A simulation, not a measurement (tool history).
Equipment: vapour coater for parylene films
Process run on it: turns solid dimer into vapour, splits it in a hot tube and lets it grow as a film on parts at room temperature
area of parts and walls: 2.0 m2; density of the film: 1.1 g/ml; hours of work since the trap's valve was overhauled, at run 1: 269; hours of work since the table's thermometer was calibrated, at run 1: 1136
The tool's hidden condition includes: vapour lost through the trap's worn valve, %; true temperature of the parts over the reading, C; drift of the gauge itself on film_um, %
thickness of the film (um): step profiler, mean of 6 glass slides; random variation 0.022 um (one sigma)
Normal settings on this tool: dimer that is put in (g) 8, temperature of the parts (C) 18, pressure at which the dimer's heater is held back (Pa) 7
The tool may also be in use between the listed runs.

run	hour	dimer that is put in (g)	temperature of the parts (C)	pressure at which the dimer's heater is held back (Pa)	hours of work since the trap's valve was overhauled	hours of work since the table's thermometer was calibrated	thickness of the film (um)
1	0	8	18	7	269	1136	1.55
2	32.5	8	18	7	293	1160	1.56
3	82.6	8	25	7	330	1197	1.15
4	125.9	8	25	7	362	1229	1.15
# hour 151.9: trap's valve overhauled
5	171.3	8	25	7	14	1260	1.03
6	203.3	8	18	7	38	1284	1.38
7	260.5	8	18	7	80	1326	1.36
8	325.5	8	18	7	129	1374	1.35
9	381.8	8	18	7	170	1416	1.3
10	426.6	8	12	7	204	1449	1.64
# hour 445.7: trap's valve overhauled, once more
11	469.8	7	18	7	18	1478	1.51
12	541.5	7	18	7	71	1531	1.53
13	609.5	8	24	7	121	1581	1.3
14	642.6	3	16	9.01	146	1606	0.63
15	710.5	4	28	8.18	196	1656	0.52
16	761	5	18	3.14	234	1694	1.18
17	805.3	8	18	5.4	266	1727	1.7
18	856.8	8	18	5.38	305	1765	1.65
19	909.6	4	26	7.52	344	1804	0.56
# hour 964.8: trap's valve overhauled
20	973.8	3	25	6.91	7	1848	0.49
21	1045.3	3	26	6.91	60	1901	0.48
22	1099.7	4	18	8.29	100	1942	0.84
23	1148.6	4	18	8.29	136	1978	0.76
# hour 1182: table's thermometer calibrated
24	1194.6	4	18	4.28	170	9	0.95
25	1265.2	5	18	3.3	222	62	1.24

Forecast each of these 5 alternatives for the next run:
A	1334.9	8	25	7	274	113	?
B	1334.9	5	27	5.15	274	113	?
C	1334.9	6	17	8.48	274	113	?
D	1334.9	9	24	3.3	274	113	?
E	1334.9	8	12	2.71	274	113	?

run	thickness of the film (um)
A	1.19
B	0.75
C	1.18
D	1.66
E	2.51
Take away the tool's hidden state, keep each run's random variation, and the runs would have read:
run	thickness of the film (um)
A	1.34
B	0.84
C	1.32
D	1.86
E	2.81
